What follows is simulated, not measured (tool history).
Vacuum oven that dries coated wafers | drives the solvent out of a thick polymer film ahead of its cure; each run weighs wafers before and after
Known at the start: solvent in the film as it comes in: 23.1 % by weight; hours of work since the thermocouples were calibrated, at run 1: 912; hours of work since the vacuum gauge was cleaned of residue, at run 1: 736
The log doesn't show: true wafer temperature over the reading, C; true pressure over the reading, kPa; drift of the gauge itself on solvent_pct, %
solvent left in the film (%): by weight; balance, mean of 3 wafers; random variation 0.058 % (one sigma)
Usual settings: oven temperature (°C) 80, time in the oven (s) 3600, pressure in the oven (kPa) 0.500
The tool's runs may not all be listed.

run     day  oven temperature (°C)  time in the oven (s)  pressure in the oven (kPa)  hours of work since the thermocouples were calibrated  hours of work since the vacuum gauge was cleaned of residue  solvent left in the film (%)
  1   0.000                     80                  3600                       0.500                                                    912                                                          736                          3.00
  2   0.862                     80                  3600                       0.500                                                    927                                                          752                          3.02
  3   1.308                     79                  3600                       0.500                                                    935                                                          760                          3.24
      1.554  -- oven's thermocouples calibrated
  4   1.862                     80                  3600                       1.693                                                      6                                                          768                          5.69
  5   2.875                     80                  3600                       1.693                                                     24                                                          787                          5.77
  6   3.842                     80                  3600                       0.421                                                     41                                                          804                          3.32
  7   4.575                     80                  3600                       0.421                                                     55                                                          817                          3.41
  8   5.183                     80                  3600                       0.421                                                     66                                                          828                          3.32
  9   5.800                     81                  4140                       0.560                                                     77                                                          839                          2.81
 10   6.771                     81                  4140                       0.560                                                     94                                                          857                          2.89
 11   7.783                     87                  4140                       0.560                                                    113                                                          875                          1.91
 12   8.208                     87                  4140                       0.560                                                    120                                                          883                          1.91
 13   9.050                     86                  2640                       0.278                                                    135                                                          898                          2.88
 14   9.817                     86                  2640                       0.278                                                    149                                                          912                          2.86
 15  10.738                     80                  3600                       0.655                                                    166                                                          929                          3.86
 16  11.362                     82                  3600                       0.655                                                    177                                                          940                          3.31

Some steps in solvent left in the film (%) between neighbouring runs. How much of each would the tool show without its hidden state too (settings, what came in, random variation), and how much is left for the hidden state, with any gauge scatter that isn't in both results?
Run 3 -> 4: oven temperature (°C) 79 -> 80, pressure in the oven (kPa) 0.500 -> 1.693, oven's thermocouples calibrated. solvent left in the film (%) +2.45: hidden state +0.52, all else +1.93.
